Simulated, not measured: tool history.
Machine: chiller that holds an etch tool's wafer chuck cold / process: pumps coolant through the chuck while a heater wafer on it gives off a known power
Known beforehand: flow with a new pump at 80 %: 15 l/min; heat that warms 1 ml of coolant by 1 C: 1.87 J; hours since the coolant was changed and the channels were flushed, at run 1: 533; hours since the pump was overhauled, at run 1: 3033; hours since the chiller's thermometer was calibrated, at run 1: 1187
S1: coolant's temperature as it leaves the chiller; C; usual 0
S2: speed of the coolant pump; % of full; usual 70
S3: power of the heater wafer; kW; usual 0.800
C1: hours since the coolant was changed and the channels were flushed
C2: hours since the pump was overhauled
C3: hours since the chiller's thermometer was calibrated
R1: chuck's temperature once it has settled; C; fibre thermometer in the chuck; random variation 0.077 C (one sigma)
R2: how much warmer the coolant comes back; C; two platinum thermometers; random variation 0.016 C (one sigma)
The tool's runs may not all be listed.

Run 1, day 0.000: usual settings; C1 533; C2 3033; C3 1187. Result: R1 5.81 C, R2 2.15 C.
Run 2, day 4.258: usual settings but S1 -3 C; C1 635; C2 3135; C3 1289. Result: R1 2.68 C, R2 2.14 C.
Run 3, day 9.067: usual settings; C1 750; C2 3251; C3 1405. Result: R1 5.63 C, R2 2.16 C.
Run 4, day 12.833: usual settings; C1 841; C2 3341; C3 1495. Result: R1 5.93 C, R2 2.16 C.
Run 5, day 16.567: usual settings but S1 3 C; C1 930; C2 3431; C3 1585. Result: R1 8.77 C, R2 2.17 C.
Run 6, day 18.821: usual settings but S1 1 C; C1 984; C2 3485; C3 1639. Result: R1 6.94 C, R2 2.18 C.
Run 7, day 22.488: usual settings; C1 1072; C2 3573; C3 1727. Result: R1 6.01 C, R2 2.17 C.
Run 8, day 27.758: usual settings but S3 0.801 kW; C1 1199; C2 3699; C3 1853. Result: R1 5.91 C, R2 2.17 C.
Run 9, day 31.612: usual settings but S1 10 C; C1 1291; C2 3792; C3 1946. Result: R1 16.05 C, R2 2.20 C.
Run 10, day 37.025: usual settings but S2 74 % of full; C1 1421; C2 3922; C3 2076. Result: R1 5.83 C, R2 2.06 C.
Run 11, day 40.833: usual settings; C1 1513; C2 4013; C3 2167. Result: R1 6.19 C, R2 2.18 C.
Run 12, day 43.346: usual settings; C1 1573; C2 4073; C3 2227. Result: R1 6.19 C, R2 2.20 C.
Run 13, day 47.208: usual settings; C1 1666; C2 4166; C3 2320. Result: R1 6.18 C, R2 2.22 C.
Run 14, day 50.571: usual settings but S3 0.692 kW; C1 1746; C2 4247; C3 2401. Result: R1 5.53 C, R2 1.94 C.
At day 51.288: coolant pump overhauled.
Run 15, day 54.429: usual settings but S1 -3 C; C1 1834; C2 75; C3 2488. Result: R1 3.66 C, R2 2.41 C.
Run 16, day 57.271: usual settings but S1 7 C; C1 1902; C2 144; C3 2557. Result: R1 13.85 C, R2 2.44 C.
At day 60.500: coolant pump overhauled, once more.
Run 17, day 60.500: usual settings but S1 -4 C, S2 78 % of full, S3 0.434 kW; C1 1975; C2 0; C3 2629. Result: R1 -0.75 C, R2 0.96 C.
Run 18, day 63.783: usual settings but S1 -5 C, S2 71 % of full, S3 0.878 kW; C1 2053; C2 79; C3 2708. Result: R1 1.59 C, R2 2.18 C.
Run 19, day 68.838: usual settings but S1 3 C, S2 71 % of full, S3 0.878 kW; C1 2175; C2 200; C3 2829. Result: R1 9.82 C, R2 2.18 C.
Run 20, day 72.596: usual settings but S1 3 C, S2 71 % of full, S3 0.667 kW; C1 2265; C2 290; C3 2919. Result: R1 8.24 C, R2 1.65 C.
Run 21, day 77.667: usual settings but S1 -1 C, S2 61 % of full, S3 0.879 kW; C1 2387; C2 412; C3 3041. Result: R1 6.25 C, R2 2.58 C.
Run 22, day 82.142: usual settings but S1 -6 C, S2 71 % of full; C1 2494; C2 519; C3 3149. Result: R1 0.35 C, R2 1.97 C.
Run 23, day 85.738: usual settings but S1 -6 C, S2 71 % of full; C1 2580; C2 606; C3 3235. Result: R1 0.26 C, R2 2.01 C.

Predict the results of run 24:
Run 24, day 90.412: usual settings but S1 3 C, S2 75 % of full, S3 0.622 kW; C1 2693; C2 718; C3 3347. Result: R1 ?, R2 ?.

R1: 7.81 C
R2: 1.49 C
Were there no unlogged condition in the tool, this run, its random variation unchanged, would have produced R1 6.73 C, R2 1.46 C.
